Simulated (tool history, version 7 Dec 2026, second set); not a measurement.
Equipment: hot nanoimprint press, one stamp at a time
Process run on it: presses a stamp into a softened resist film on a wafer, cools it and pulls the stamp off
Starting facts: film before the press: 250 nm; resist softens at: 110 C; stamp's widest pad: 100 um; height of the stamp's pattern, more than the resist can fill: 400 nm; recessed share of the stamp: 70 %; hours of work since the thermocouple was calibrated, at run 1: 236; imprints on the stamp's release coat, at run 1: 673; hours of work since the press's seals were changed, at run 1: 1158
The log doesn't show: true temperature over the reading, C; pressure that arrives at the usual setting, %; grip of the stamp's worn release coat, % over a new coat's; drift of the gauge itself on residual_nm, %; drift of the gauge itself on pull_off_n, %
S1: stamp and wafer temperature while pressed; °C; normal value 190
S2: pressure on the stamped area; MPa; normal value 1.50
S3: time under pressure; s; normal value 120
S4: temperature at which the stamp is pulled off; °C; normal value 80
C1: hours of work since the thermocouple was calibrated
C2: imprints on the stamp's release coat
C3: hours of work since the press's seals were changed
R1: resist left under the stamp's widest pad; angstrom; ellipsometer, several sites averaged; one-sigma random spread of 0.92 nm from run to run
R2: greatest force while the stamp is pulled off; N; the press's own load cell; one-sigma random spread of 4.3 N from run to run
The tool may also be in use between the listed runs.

Run 1, hour 0.0: usual settings; C1 236; C2 673; C3 1158. Result: R1 1241 angstrom, R2 250 N.
At hour 40.8: stamp cleaned and given a new release coat.
Run 2, hour 61.6: usual settings; C1 270; C2 82; C3 1193. Result: R1 1249 angstrom, R2 209 N.
Run 3, hour 129.3: usual settings; C1 313; C2 348; C3 1235. Result: R1 1240 angstrom, R2 229 N.
Run 4, hour 231.7: usual settings but S3 85 s; C1 377; C2 750; C3 1299. Result: R1 1370 angstrom, R2 256 N.
At hour 252.7: stamp cleaned and given a new release coat.
At hour 270.1: press's hydraulic seals changed and the load cell set to zero.
Run 5, hour 290.6: usual settings; C1 405; C2 117; C3 13. Result: R1 1194 angstrom, R2 210 N.
Run 6, hour 383.7: usual settings; C1 463; C2 483; C3 71. Result: R1 1175 angstrom, R2 243 N.
Run 7, hour 449.3: usual settings; C1 504; C2 741; C3 112. Result: R1 1185 angstrom, R2 253 N.
At hour 472.6: stamp cleaned and given a new release coat.
At hour 541.9: plate thermocouple calibrated.
Run 8, hour 556.9: usual settings; C1 9; C2 320; C3 174. Result: R1 1287 angstrom, R2 225 N.
Run 9, hour 628.3: usual settings; C1 54; C2 600; C3 218. Result: R1 1270 angstrom, R2 247 N.
Run 10, hour 680.1: usual settings; C1 86; C2 804; C3 251. Result: R1 1280 angstrom, R2 261 N.
At hour 690.8: stamp cleaned and given a new release coat.
Run 11, hour 784.8: usual settings; C1 148; C2 370; C3 313. Result: R1 1267 angstrom, R2 230 N.
Run 12, hour 864.3: usual settings; C1 198; C2 682; C3 362. Result: R1 1262 angstrom, R2 248 N.
At hour 903.8: stamp cleaned and given a new release coat.
Run 13, hour 949.5: usual settings but S3 93 s; C1 247; C2 180; C3 412. Result: R1 1365 angstrom, R2 220 N.
Run 14, hour 1043.0: usual settings but S2 1.65 MPa, S3 93 s; C1 306; C2 547; C3 470. Result: R1 1307 angstrom, R2 239 N.
At hour 1116.1: stamp cleaned and given a new release coat.
Run 15, hour 1146.1: usual settings but S1 191 °C; C1 367; C2 118; C3 531. Result: R1 1183 angstrom, R2 210 N.
Run 16, hour 1205.7: usual settings but S1 199 °C, S2 0.94 MPa, S3 112 s, S4 68 °C; C1 404; C2 352; C3 568. Result: R1 1036 angstrom, R2 261 N.
Run 17, hour 1302.4: usual settings but S1 199 °C, S2 0.94 MPa, S3 112 s, S4 68 °C; C1 464; C2 731; C3 629. Result: R1 1027 angstrom, R2 268 N.
At hour 1330.5: stamp cleaned and given a new release coat.
Run 18, hour 1399.1: usual settings but S1 189 °C, S2 1.76 MPa; C1 521; C2 269; C3 686. Result: R1 1174 angstrom, R2 225 N.
At hour 1463.2: plate thermocouple calibrated.
Run 19, hour 1495.5: usual settings but S1 189 °C, S2 2.06 MPa, S3 137 s, S4 74 °C; C1 20; C2 636; C3 744. Result: R1 1156 angstrom, R2 262 N.
At hour 1551.5: stamp cleaned and given a new release coat.
Run 20, hour 1555.8: usual settings but S1 184 °C, S2 1.35 MPa, S3 111 s, S4 86 °C; C1 54; C2 17; C3 778. Result: R1 1711 angstrom, R2 197 N.
Run 21, hour 1656.0: usual settings but S1 178 °C, S4 84 °C; C1 117; C2 411; C3 841. Result: R1 1969 angstrom, R2 225 N.
Run 22, hour 1737.1: usual settings but S1 178 °C, S4 84 °C; C1 168; C2 729; C3 891. Result: R1 1968 angstrom, R2 237 N.
At hour 1766.8: stamp cleaned and given a new release coat.
Run 23, hour 1797.1: usual settings but S2 2.29 MPa; C1 201; C2 119; C3 925. Result: R1 1071 angstrom, R2 220 N.
Run 24, hour 1870.3: usual settings but S1 192 °C; C1 247; C2 407; C3 971. Result: R1 1153 angstrom, R2 233 N.
Run 25, hour 1955.5: usual settings but S1 201 °C, S2 1.79 MPa, S4 70 °C; C1 300; C2 742; C3 1024. Result: R1 716 angstrom, R2 281 N.
At hour 1980.8: stamp cleaned and given a new release coat.
Run 26, hour 2045.7: usual settings but S1 201 °C, S2 1.79 MPa, S4 70 °C; C1 353; C2 255; C3 1077. Result: R1 698 angstrom, R2 241 N.
Run 27, hour 2116.2: usual settings but S1 180 °C, S2 2.22 MPa; C1 397; C2 532; C3 1121. Result: R1 1646 angstrom, R2 245 N.
At hour 2198.1: stamp cleaned and given a new release coat.
Run 28, hour 2225.1: usual settings but S1 180 °C, S2 2.22 MPa, S3 126 s; C1 462; C2 106; C3 1185. Result: R1 1586 angstrom, R2 212 N.
Run 29, hour 2269.2: usual settings but S1 197 °C, S2 1.83 MPa, S3 68 s; C1 489; C2 279; C3 1213. Result: R1 1042 angstrom, R2 225 N.

Predict each of these 3 candidate next runs independently; none follows another, all start after run 29:
Run A, hour 2367.0: usual settings but S2 2.28 MPa, S4 74 °C; C1 550; C2 664; C3 1274. Result: R1 ?, R2 ?.
Run B, hour 2367.0: usual settings but S1 179 °C, S2 1.83 MPa, S3 68 s; C1 550; C2 664; C3 1274. Result: R1 ?, R2 ?.
Run C, hour 2367.0: usual settings but S1 192 °C, S2 1.83 MPa, S3 68 s; C1 550; C2 664; C3 1274. Result: R1 ?, R2 ?.

run    R1   R2
  A  1015  265
  B  1981  252
  C  1283  247
Had the tool no hidden state, the same runs would have come out as:
run    R1   R2
  A  1072  225
  B  2046  214
  C  1351  209

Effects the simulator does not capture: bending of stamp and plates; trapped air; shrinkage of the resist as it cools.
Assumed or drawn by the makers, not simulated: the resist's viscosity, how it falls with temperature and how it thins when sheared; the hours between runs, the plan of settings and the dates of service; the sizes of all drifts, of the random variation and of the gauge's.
